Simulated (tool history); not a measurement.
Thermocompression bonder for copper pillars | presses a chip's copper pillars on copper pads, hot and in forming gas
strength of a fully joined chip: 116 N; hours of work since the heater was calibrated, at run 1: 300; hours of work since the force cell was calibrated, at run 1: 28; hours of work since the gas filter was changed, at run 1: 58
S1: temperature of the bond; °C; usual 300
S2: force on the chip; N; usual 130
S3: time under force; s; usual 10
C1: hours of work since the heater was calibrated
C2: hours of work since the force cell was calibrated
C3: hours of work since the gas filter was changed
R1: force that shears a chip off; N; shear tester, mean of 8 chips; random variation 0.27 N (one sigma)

run 1 hour=0.0 | S1=300 S2=130 S3=10 | C1=300 C2=28 C3=58 | R1=60.5
run 2 hour=8.0 | S1=300 S2=168 S3=10 | C1=305 C2=33 C3=63 | R1=69.6
run 3 hour=17.1 | S1=300 S2=130 S3=24 | C1=310 C2=38 C3=68 | R1=78.2
run 4 hour=26.1 | S1=300 S2=130 S3=10 | C1=315 C2=43 C3=73 | R1=60.3
run 5 hour=31.0 | S1=300 S2=130 S3=10 | C1=317 C2=45 C3=75 | R1=60.4
run 6 hour=38.9 | S1=300 S2=89 S3=10 | C1=322 C2=50 C3=80 | R1=47.7
run 7 hour=48.1 | S1=300 S2=89 S3=10 | C1=327 C2=55 C3=85 | R1=47.4
run 8 hour=56.5 | S1=300 S2=110 S3=10 | C1=331 C2=59 C3=89 | R1=54.1
run 9 hour=64.8 | S1=300 S2=110 S3=10 | C1=336 C2=64 C3=94 | R1=53.9
run 10 hour=73.1 | S1=300 S2=110 S3=10 | C1=340 C2=68 C3=98 | R1=53.7
run 11 hour=78.4 | S1=300 S2=130 S3=10 | C1=343 C2=71 C3=101 | R1=60.0
run 12 hour=86.1 | S1=300 S2=130 S3=10 | C1=347 C2=76 C3=106 | R1=60.2
run 13 hour=94.6 | S1=300 S2=130 S3=10 | C1=352 C2=80 C3=110 | R1=59.8
run 14 hour=100.9 | S1=300 S2=130 S3=10 | C1=356 C2=84 C3=114 | R1=59.7
run 15 hour=105.7 | S1=300 S2=130 S3=10 | C1=358 C2=86 C3=116 | R1=60.1
run 16 hour=109.8 | S1=300 S2=130 S3=10 | C1=360 C2=89 C3=119 | R1=60.4
run 17 hour=116.5 | S1=300 S2=130 S3=10 | C1=364 C2=92 C3=122 | R1=60.0
run 18 hour=120.7 | S1=300 S2=130 S3=10 | C1=366 C2=94 C3=125 | R1=59.8
-- hour=123.6 heater calibrated with a thermocouple chip
run 19 hour=130.5 | S1=300 S2=130 S3=10 | C1=4 C2=99 C3=129 | R1=59.4
run 20 hour=136.8 | S1=300 S2=130 S3=10 | C1=7 C2=102 C3=132 | R1=59.4
run 21 hour=141.8 | S1=300 S2=130 S3=10 | C1=10 C2=105 C3=135 | R1=59.8
run 22 hour=149.3 | S1=300 S2=130 S3=10 | C1=14 C2=109 C3=139 | R1=59.5
run 23 hour=158.1 | S1=298 S2=136 S3=13 | C1=19 C2=114 C3=144 | R1=65.6
-- hour=169.5 heater calibrated with a thermocouple chip, once more
run 24 hour=170.1 | S1=271 S2=130 S3=10 | C1=0 C2=119 C3=149 | R1=45.7
run 25 hour=174.3 | S1=302 S2=145 S3=25 | C1=3 C2=122 C3=152 | R1=84.7
run 26 hour=183.6 | S1=300 S2=136 S3=10 | C1=8 C2=127 C3=157 | R1=61.9
run 27 hour=188.4 | S1=321 S2=126 S3=7 | C1=10 C2=129 C3=159 | R1=61.9
run 28 hour=198.4 | S1=300 S2=130 S3=22 | C1=16 C2=135 C3=165 | R1=75.8
run 29 hour=204.0 | S1=288 S2=130 S3=10 | C1=19 C2=138 C3=168 | R1=53.5
run 30 hour=209.8 | S1=326 S2=130 S3=10 | C1=22 C2=141 C3=171 | R1=72.3
run 31 hour=218.6 | S1=326 S2=130 S3=10 | C1=27 C2=146 C3=176 | R1=72.7
run 32 hour=226.6 | S1=326 S2=130 S3=10 | C1=31 C2=150 C3=180 | R1=72.5
run 33 hour=232.7 | S1=300 S2=130 S3=29 | C1=35 C2=154 C3=184 | R1=81.6
run 34 hour=242.5 | S1=300 S2=130 S3=29 | C1=40 C2=159 C3=189 | R1=81.4
run 35 hour=249.0 | S1=300 S2=132 S3=17 | C1=44 C2=163 C3=193 | R1=71.3
run 36 hour=258.2 | S1=300 S2=132 S3=17 | C1=49 C2=168 C3=198 | R1=71.6
run 37 hour=263.4 | S1=274 S2=162 S3=10 | C1=51 C2=171 C3=201 | R1=54.1
run 38 hour=272.7 | S1=287 S2=100 S3=17 | C1=57 C2=176 C3=206 | R1=54.3
run 39 hour=279.1 | S1=287 S2=100 S3=17 | C1=60 C2=179 C3=209 | R1=53.9
run 40 hour=288.8 | S1=273 S2=145 S3=16 | C1=65 C2=184 C3=214 | R1=58.8
run 41 hour=298.7 | S1=273 S2=145 S3=16 | C1=71 C2=190 C3=220 | R1=58.7

Hidden state or all else? Some run-to-run changes of R1, split into what the settings, what came in and random variation would give without the hidden state, and what is left for the hidden state (with any gauge scatter that isn't in both results):
The hidden state here: true temperature of the bond over the reading, C; force that reaches the chip, % of what is set; oxide that the forming gas leaves, % of the face; drift of the gauge itself on shear_n, %.
Run 23 -> 24: S1 298 -> 271, S2 136 -> 130, S3 13 -> 10, heater calibrated with a thermocouple chip, once more. R1 -19.9 N: hidden state +0.7, all else -20.6.
Run 24 -> 25: S1 271 -> 302, S2 130 -> 145, S3 10 -> 25. R1 +39.0 N: hidden state -0.6, all else +39.6.
Run 25 -> 26: S1 302 -> 300, S2 145 -> 136, S3 25 -> 10. R1 -22.8 N: hidden state +0.3, all else -23.1.
Run 28 -> 29: S1 300 -> 288, S3 22 -> 10. R1 -22.3 N: hidden state +0.3, all else -22.6.
